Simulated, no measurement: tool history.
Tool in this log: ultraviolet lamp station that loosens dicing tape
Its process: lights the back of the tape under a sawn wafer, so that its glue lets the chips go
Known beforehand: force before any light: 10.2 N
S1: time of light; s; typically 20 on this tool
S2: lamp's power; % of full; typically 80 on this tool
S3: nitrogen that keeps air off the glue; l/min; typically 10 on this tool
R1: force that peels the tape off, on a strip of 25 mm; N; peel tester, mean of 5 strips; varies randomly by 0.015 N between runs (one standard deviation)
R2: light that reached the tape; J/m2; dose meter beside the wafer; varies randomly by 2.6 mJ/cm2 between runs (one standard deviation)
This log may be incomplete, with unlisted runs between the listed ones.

run	day	S1	S2	S3	R1	R2
1	0.000	20	80	10	0.963	2850
2	0.717	19	80	10	1.161	2650
3	1.146	19	80	10	1.109	2630
4	1.512	19	80	10	1.144	2600
5	2.100	19	80	10	1.175	2580
6	2.688	20	80	10	1.066	2730
7	3.225	20	80	10	1.078	2720
8	3.617	20	80	10	1.081	2690
9	3.971	20	80	4	1.816	2700
10	4.658	13	80	10	2.424	1720
11	5.354	24	80	10	0.797	3100
12	6.017	24	80	10	0.763	3130
13	6.479	11	80	10	2.947	1420
# day 6.567: window cleaned of glue's vapour
14	6.971	11	80	10	3.226	1350
15	7.650	11	80	10	3.348	1330
16	7.962	20	80	5	1.942	2420
# day 8.654: window cleaned of glue's vapour, once more
17	8.679	20	80	5	1.669	2640
18	9.100	20	80	5	1.554	2600
19	9.442	20	80	5	1.672	2590
20	10.133	20	80	5	1.657	2570
21	10.721	20	76	5	1.894	2450
22	11.271	20	80	13	1.072	2570
23	11.671	20	80	13	1.067	2550
24	12.321	29	80	10	0.525	3630
25	12.954	12	76	10	3.008	1420
26	13.612	20	72	16	1.341	2190
27	14.142	20	72	16	1.318	2170
28	14.762	14	82	5	2.980	1750
29	15.217	14	82	5	3.141	1740
30	15.733	14	82	5	3.019	1710
31	16.246	14	82	5	3.180	1650
32	16.946	29	67	10	0.973	2840
33	17.346	35	65	8	0.798	3290
34	17.725	35	65	8	0.805	3300
35	18.433	12	77	8	3.505	1330
36	18.754	22	85	10	1.106	2630
37	19.292	22	64	10	1.874	1950
38	19.908	14	78	10	2.768	1510
39	20.200	13	80	19	2.563	1440
40	20.521	13	80	19	2.531	1370
41	21.208	29	88	3	1.240	3460
42	21.862	13	69	10	3.605	1210
43	22.467	13	69	10	3.760	1180

Some steps in R1 between neighbouring runs. How much of each would the tool show without its hidden state too (settings, what came in, random variation), and how much is left for the hidden state, with any gauge scatter that isn't in both results?
Hidden state present: lamp's light, % of a new lamp's; light that the window lets through, % of a clean one's; drift of the gauge itself on peel_n, %; drift of the gauge itself on dose_mj_cm2, %.
Run 24 -> 25: S1 29 -> 12, S2 80 -> 76. R1 +2.483 N: hidden state +0.697, all else +1.786.
Run 34 -> 35: S1 35 -> 12, S2 65 -> 77. R1 +2.700 N: hidden state +0.822, all else +1.878.
Run 35 -> 36: S1 12 -> 22, S2 77 -> 85, S3 8 -> 10. R1 -2.399 N: hidden state -0.653, all else -1.746.
Run 41 -> 42: S1 29 -> 13, S2 88 -> 69, S3 3 -> 10. R1 +2.365 N: hidden state +0.737, all else +1.628.
